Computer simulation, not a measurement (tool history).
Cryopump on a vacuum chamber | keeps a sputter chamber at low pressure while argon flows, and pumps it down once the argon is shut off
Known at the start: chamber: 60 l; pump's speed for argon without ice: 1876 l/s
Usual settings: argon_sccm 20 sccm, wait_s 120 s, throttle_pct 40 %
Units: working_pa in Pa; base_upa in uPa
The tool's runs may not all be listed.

run   hour  argon_sccm  wait_s  throttle_pct  working_pa  base_upa
  1      0          20     120            40      0.0468      2.12
  2   17.8          20     120            40      0.0464      2.16
      25.2  -- leaking fittings of the chamber tightened, without venting
  3   36.1          20     120            40      0.0467      0.64
  4   49.6          20     120            40      0.0472      0.68
  5   65.2          20     120            40      0.0468       0.7
  6   79.1          20     120            37      0.0503       0.7
  7   94.3          20     120            37      0.0509      0.71
  8  116.6          20     120            15      0.1236      0.68
  9    143          20     120            22      0.0838      0.73
 10  165.2          20     120            22      0.0837      0.76
 11  176.7          20     120            40      0.0481      0.68
 12  199.5          15     120            40      0.0356      0.74
 13  219.5          20     120            40      0.0478      0.69
 14    239          20     120            40      0.0487      0.73
 15  263.4          20     120            40      0.0476      0.72
 16    287          26     120            40      0.0626      0.74
 17  306.2          26     120            40      0.0624      0.79
 18    321          26     120            40      0.0629      0.75
 19  339.9          20     120            26       0.073      0.72
 20  361.8          20     120            26      0.0735      0.75
 21  387.8          20     103            40      0.0486      0.83
 22    403          17      45            30      0.0537       1.6
 23  429.7           9      47            59      0.0146      1.58
 24  442.9          17     254            23      0.0701      0.48
 25  460.5          17     254            23      0.0707      0.49
 26  481.6          17     254            23      0.0686      0.54
 27  495.5          17     254            23      0.0704      0.51
 28  513.9          33     120            35      0.0925      0.78
 29  540.7          33     120            35      0.0923      0.83
 30  556.7          20     120            19      0.1009      0.82
 31  581.6          20      58            17      0.1108      1.37
 32    602          20      34            35       0.056      2.07
 33  617.6          20     120            34      0.0585      0.87
 34  633.5          20     120            34       0.058      0.86

3 ways to go on from here, each from the tool as it stands after run 34. What would each give?
  A  651.8          20      21            31           ?         ?
  B  651.8          13      65            25           ?         ?
  C  651.8          11      70            34           ?         ?

run  working_pa  base_upa
  A      0.0644      3.17
  B      0.0514      1.22
  C      0.0322      1.24
Without the tool's hidden state the same runs would have given:
run  working_pa  base_upa
  A       0.059      2.99
  B      0.0478      1.04
  C      0.0292      1.06

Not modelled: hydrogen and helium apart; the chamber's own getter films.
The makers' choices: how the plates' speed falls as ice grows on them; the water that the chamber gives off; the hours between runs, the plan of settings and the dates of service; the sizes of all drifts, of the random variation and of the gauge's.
